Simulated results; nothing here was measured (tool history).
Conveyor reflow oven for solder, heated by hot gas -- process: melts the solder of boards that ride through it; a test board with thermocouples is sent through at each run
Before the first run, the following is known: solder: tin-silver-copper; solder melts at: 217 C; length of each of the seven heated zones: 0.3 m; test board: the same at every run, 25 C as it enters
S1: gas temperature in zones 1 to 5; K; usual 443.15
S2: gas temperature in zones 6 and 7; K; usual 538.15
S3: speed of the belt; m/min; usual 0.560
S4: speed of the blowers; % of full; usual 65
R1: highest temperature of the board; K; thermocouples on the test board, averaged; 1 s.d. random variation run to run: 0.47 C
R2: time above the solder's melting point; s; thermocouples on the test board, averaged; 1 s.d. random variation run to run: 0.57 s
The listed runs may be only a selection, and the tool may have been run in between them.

Run 1, hour 0.0: usual settings. Result: R1 523.95 K, R2 47.1 s.
Run 2, hour 16.1: usual settings. Result: R1 524.65 K, R2 46.5 s.
Run 3, hour 37.4: usual settings but S2 536.15 K. Result: R1 522.15 K, R2 44.7 s.
Run 4, hour 63.9: usual settings but S2 536.15 K. Result: R1 522.25 K, R2 46.7 s.
Run 5, hour 79.5: usual settings but S2 536.15 K, S3 0.581 m/min. Result: R1 522.15 K, R2 42.4 s.
Run 6, hour 112.6: usual settings but S2 536.15 K, S3 0.581 m/min. Result: R1 520.85 K, R2 43.1 s.
Run 7, hour 127.5: usual settings but S2 536.15 K, S3 0.581 m/min. Result: R1 520.55 K, R2 42.4 s.
Run 8, hour 152.0: usual settings but S3 0.450 m/min. Result: R1 530.75 K, R2 63.9 s.
Run 9, hour 174.2: usual settings but S3 0.450 m/min. Result: R1 530.65 K, R2 64.3 s.
Run 10, hour 196.4: usual settings but S1 457.15 K, S3 0.450 m/min. Result: R1 531.95 K, R2 70.5 s.
Run 11, hour 210.3: usual settings but S1 433.15 K, S2 543.15 K, S3 0.654 m/min, S4 73 % of full. Result: R1 520.75 K, R2 35.5 s.
Run 12, hour 234.6: usual settings but S1 450.15 K, S2 543.15 K, S3 0.581 m/min. Result: R1 528.35 K, R2 48.9 s.
Run 13, hour 263.7: usual settings but S1 441.15 K, S2 533.15 K, S3 0.668 m/min. Result: R1 511.75 K, R2 29.0 s.
Run 14, hour 295.1: usual settings but S1 451.15 K, S3 0.462 m/min, S4 60 % of full. Result: R1 530.25 K, R2 65.1 s.
Run 15, hour 311.5: usual settings but S1 451.15 K, S2 528.15 K, S3 0.647 m/min, S4 60 % of full. Result: R1 509.95 K, R2 31.1 s.

5 options for the next run, each taken on its own from the tool as it stands now. Forecast them:
Run A, hour 326.8: usual settings but S1 451.15 K, S2 528.15 K, S3 0.640 m/min, S4 60 % of full. Result: R1 ?, R2 ?.
Run B, hour 326.8: usual settings but S1 444.15 K, S2 528.15 K, S3 0.647 m/min, S4 57 % of full. Result: R1 ?, R2 ?.
Run C, hour 326.8: usual settings but S1 451.15 K, S3 0.647 m/min, S4 60 % of full. Result: R1 ?, R2 ?.
Run D, hour 326.8: usual settings but S1 431.15 K, S2 528.15 K, S3 0.647 m/min, S4 60 % of full. Result: R1 ?, R2 ?.
Run E, hour 326.8: usual settings but S1 440.15 K. Result: R1 ?, R2 ?.

run      R1    R2
  A  510.85  32.6
  B  507.25  26.8
  C  519.45  37.7
  D  505.75  21.4
  E  523.35  44.1
Without the tool's unlogged condition, the same runs would have read:
run      R1    R2
  A  509.25  31.0
  B  505.85  25.3
  C  517.95  36.3
  D  504.55  20.1
  E  521.65  42.5

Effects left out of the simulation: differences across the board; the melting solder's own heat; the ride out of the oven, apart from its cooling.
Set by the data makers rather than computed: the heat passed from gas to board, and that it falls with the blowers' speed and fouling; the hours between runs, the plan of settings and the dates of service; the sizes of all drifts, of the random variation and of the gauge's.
